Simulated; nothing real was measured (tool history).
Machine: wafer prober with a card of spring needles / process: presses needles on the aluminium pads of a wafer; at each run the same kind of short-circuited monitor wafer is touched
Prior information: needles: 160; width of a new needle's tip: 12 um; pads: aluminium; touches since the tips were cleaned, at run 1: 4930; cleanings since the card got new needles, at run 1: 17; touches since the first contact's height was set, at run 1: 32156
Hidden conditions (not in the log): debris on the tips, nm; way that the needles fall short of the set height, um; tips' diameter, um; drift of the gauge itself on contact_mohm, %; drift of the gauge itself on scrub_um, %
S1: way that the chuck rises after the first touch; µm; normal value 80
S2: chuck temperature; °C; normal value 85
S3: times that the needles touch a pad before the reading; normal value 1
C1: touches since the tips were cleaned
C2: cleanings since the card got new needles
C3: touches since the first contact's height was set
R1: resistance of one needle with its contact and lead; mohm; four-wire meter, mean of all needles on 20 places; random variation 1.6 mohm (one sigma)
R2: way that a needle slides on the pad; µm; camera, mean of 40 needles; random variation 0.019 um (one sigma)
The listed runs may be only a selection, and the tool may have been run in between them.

run   hour  S1  S2  S3    C1  C2     C3   R1     R2
  1      0  80  85   1  4930  17  32156  324  22.09
       1.7  -- tips cleaned on abrasive film
      15.9  -- tips cleaned on abrasive film
  2   18.8  80  85   1  1025  19  38817  247     22
      30.6  -- tips cleaned on abrasive film
  3   42.3  80  85   1  4162  20  47198  327  21.97
      45.6  -- tips cleaned on abrasive film
  4   57.4  64  85   1  4228  21  52581  408   17.5
      59.9  -- tips cleaned on abrasive film
      75.9  -- tips cleaned on abrasive film
  5   77.8  64  85   1   689  23  59834  253   17.5
      91.2  -- tips cleaned on abrasive film
  6   97.1  64  85   1  2133  24  66731  364  17.47
     106.6  -- tips cleaned on abrasive film
     108.9  -- height of the first contact set anew
     119.9  -- tips cleaned on abrasive film, once more
  7    124  64  85   1  1475  26   5375  340  17.75
     136.4  -- tips cleaned on abrasive film
  8    150  64  85   1  4895  27  14652  405  17.75
       152  -- tips cleaned on abrasive film
  9  161.8  81  79   3  3510  28  18835  221  22.41
     166.6  -- tips cleaned on abrasive film
     181.3  -- tips cleaned on abrasive film
 10  182.2  70  28   3   328  30  26088  176  19.28
     195.9  -- tips cleaned on abrasive film
 11  207.3  70  28   3  4076  31  35034  236  19.26

Across each entry between runs, compare the hidden state at the last listed run before it with the hidden state at the first listed run after it:
After run 1, before run 2: tips cleaned on abrasive film (hour 1.7); tips cleaned on abrasive film (hour 15.9)
  debris on the tips, nm: 202.3 -> 103; way that the needles fall short of the set height, um: 0.46 -> 0.78; tips' diameter, um: 12.54 -> 12.74
  what was measured, less what the result would be without the hidden state, R1: +163 -> +86 mohm; R2: -0.13 -> -0.22 µm
After run 2, before run 3: tips cleaned on abrasive film (hour 30.6)
  debris on the tips, nm: 103 -> 196.7; way that the needles fall short of the set height, um: 0.78 -> 0.87; tips' diameter, um: 12.74 -> 12.77
  what was measured, less what the result would be without the hidden state, R1: +86 -> +165 mohm; R2: -0.22 -> -0.24 µm
After run 3, before run 4: tips cleaned on abrasive film (hour 45.6)
  debris on the tips, nm: 196.7 -> 198.6; way that the needles fall short of the set height, um: 0.87 -> 0.94; tips' diameter, um: 12.77 -> 12.79
  what was measured, less what the result would be without the hidden state, R1: +165 -> +244 mohm; R2: -0.24 -> -0.26 µm
After run 4, before run 5: tips cleaned on abrasive film (hour 59.9); tips cleaned on abrasive film (hour 75.9)
  debris on the tips, nm: 198.6 -> 67.9; way that the needles fall short of the set height, um: 0.94 -> 1.08; tips' diameter, um: 12.79 -> 12.84
  what was measured, less what the result would be without the hidden state, R1: +244 -> +86 mohm; R2: -0.26 -> -0.3 µm
After run 5, before run 6: tips cleaned on abrasive film (hour 91.2)
  debris on the tips, nm: 67.9 -> 161.7; way that the needles fall short of the set height, um: 1.08 -> 1.17; tips' diameter, um: 12.84 -> 12.88
  what was measured, less what the result would be without the hidden state, R1: +86 -> +200 mohm; R2: -0.3 -> -0.32 µm
After run 6, before run 7: tips cleaned on abrasive film (hour 106.6); height of the first contact set anew (hour 108.9); tips cleaned on abrasive film, once more (hour 119.9)
  debris on the tips, nm: 161.7 -> 138.4; way that the needles fall short of the set height, um: 1.17 -> 0.09; tips' diameter, um: 12.88 -> 12.95
  what was measured, less what the result would be without the hidden state, R1: +200 -> +171 mohm; R2: -0.32 -> -0.02 µm
After run 7, before run 8: tips cleaned on abrasive film (hour 136.4)
  debris on the tips, nm: 138.4 -> 198.3; way that the needles fall short of the set height, um: 0.09 -> 0.19; tips' diameter, um: 12.95 -> 12.98
  what was measured, less what the result would be without the hidden state, R1: +171 -> +241 mohm; R2: -0.02 -> -0.05 µm
After run 8, before run 9: tips cleaned on abrasive film (hour 152)
  debris on the tips, nm: 198.3 -> 191.8; way that the needles fall short of the set height, um: 0.19 -> 0.31; tips' diameter, um: 12.98 -> 13.02
  what was measured, less what the result would be without the hidden state, R1: +241 -> +59 mohm; R2: -0.05 -> -0.09 µm
After run 9, before run 10: tips cleaned on abrasive film (hour 166.6); tips cleaned on abrasive film (hour 181.3)
  debris on the tips, nm: 191.8 -> 54.3; way that the needles fall short of the set height, um: 0.31 -> 0.53; tips' diameter, um: 13.02 -> 13.1
  what was measured, less what the result would be without the hidden state, R1: +59 -> +24 mohm; R2: -0.09 -> -0.15 µm
After run 10, before run 11: tips cleaned on abrasive film (hour 195.9)
  debris on the tips, nm: 54.3 -> 193.1; way that the needles fall short of the set height, um: 0.53 -> 0.65; tips' diameter, um: 13.1 -> 13.14
  what was measured, less what the result would be without the hidden state, R1: +24 -> +83 mohm; R2: -0.15 -> -0.18 µm
